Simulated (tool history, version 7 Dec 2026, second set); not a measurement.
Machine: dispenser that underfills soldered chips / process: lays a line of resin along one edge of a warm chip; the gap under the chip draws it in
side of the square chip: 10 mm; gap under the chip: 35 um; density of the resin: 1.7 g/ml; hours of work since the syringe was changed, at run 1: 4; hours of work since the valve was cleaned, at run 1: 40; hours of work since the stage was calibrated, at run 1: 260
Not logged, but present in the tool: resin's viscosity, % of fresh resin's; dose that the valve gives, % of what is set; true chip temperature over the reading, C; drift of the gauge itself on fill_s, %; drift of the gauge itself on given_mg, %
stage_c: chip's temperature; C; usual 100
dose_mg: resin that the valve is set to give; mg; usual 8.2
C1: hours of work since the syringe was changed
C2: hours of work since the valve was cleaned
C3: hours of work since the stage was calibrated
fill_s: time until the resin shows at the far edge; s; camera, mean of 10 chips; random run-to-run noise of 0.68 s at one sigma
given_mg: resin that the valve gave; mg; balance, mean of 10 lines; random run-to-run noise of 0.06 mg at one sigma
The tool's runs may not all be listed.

run 1 hour=0 | stage_c=100 dose_mg=8.2 | C1=4 C2=40 C3=260 | fill_s=84 given_mg=8.03
-- hour=3.6 new syringe of resin
run 2 hour=8.9 | stage_c=101 dose_mg=8.2 | C1=4 C2=46 C3=267 | fill_s=79 given_mg=7.97
-- hour=12.6 new syringe of resin
run 3 hour=17.5 | stage_c=101 dose_mg=8.2 | C1=4 C2=53 C3=273 | fill_s=77.5 given_mg=8.02
-- hour=21.6 new syringe of resin
run 4 hour=23.3 | stage_c=101 dose_mg=8.2 | C1=1 C2=57 C3=278 | fill_s=70.5 given_mg=7.88
run 5 hour=29.6 | stage_c=101 dose_mg=8.2 | C1=6 C2=62 C3=283 | fill_s=90.8 given_mg=7.78
-- hour=31.1 new syringe of resin
run 6 hour=37.3 | stage_c=100 dose_mg=8.82 | C1=5 C2=68 C3=288 | fill_s=85.3 given_mg=8.51
-- hour=40.4 new syringe of resin
run 7 hour=46.2 | stage_c=100 dose_mg=8.82 | C1=5 C2=75 C3=295 | fill_s=83.3 given_mg=8.52
-- hour=49.9 new syringe of resin
run 8 hour=52 | stage_c=105 dose_mg=8.82 | C1=2 C2=79 C3=299 | fill_s=57.6 given_mg=8.45
run 9 hour=56.6 | stage_c=107 dose_mg=8.33 | C1=5 C2=83 C3=303 | fill_s=65.6 given_mg=7.94
-- hour=59.2 new syringe of resin
run 10 hour=63.8 | stage_c=93 dose_mg=10.37 | C1=4 C2=88 C3=308 | fill_s=109.7 given_mg=9.83
-- hour=68.4 new syringe of resin
run 11 hour=71.8 | stage_c=99 dose_mg=8.69 | C1=3 C2=94 C3=314 | fill_s=80.8 given_mg=8.31
-- hour=77.8 new syringe of resin
run 12 hour=79.1 | stage_c=99 dose_mg=8.69 | C1=1 C2=99 C3=320 | fill_s=74.9 given_mg=8.16
run 13 hour=83.1 | stage_c=99 dose_mg=8.69 | C1=4 C2=103 C3=323 | fill_s=87.4 given_mg=8.17
-- hour=87.2 new syringe of resin
run 14 hour=91.2 | stage_c=114 dose_mg=8.62 | C1=3 C2=109 C3=329 | fill_s=44.3 given_mg=8.06
-- hour=96.7 new syringe of resin
run 15 hour=97.2 | stage_c=99 dose_mg=8.2 | C1=0 C2=113 C3=334 | fill_s=76.5 given_mg=7.63

Each row is a separate what-if for the run after 15, all from the same tool condition, not one after another. Results?
run A hour=102.1 | stage_c=99 dose_mg=7.08 | C1=4 C2=117 C3=337 | fill_s=? given_mg=?
run B hour=102.1 | stage_c=87 dose_mg=7.88 | C1=4 C2=117 C3=337 | fill_s=? given_mg=?
run C hour=102.1 | stage_c=107 dose_mg=9.54 | C1=4 C2=117 C3=337 | fill_s=? given_mg=?

run=A fill_s=97.4 given_mg=6.54
run=B fill_s=162.5 given_mg=7.38
run=C fill_s=63.7 given_mg=8.91
Stripped of hidden state, with their random variation kept, the same runs would have yielded:
run=A fill_s=65.8 given_mg=7.01
run=B fill_s=110.3 given_mg=7.91
run=C fill_s=44.4 given_mg=9.56
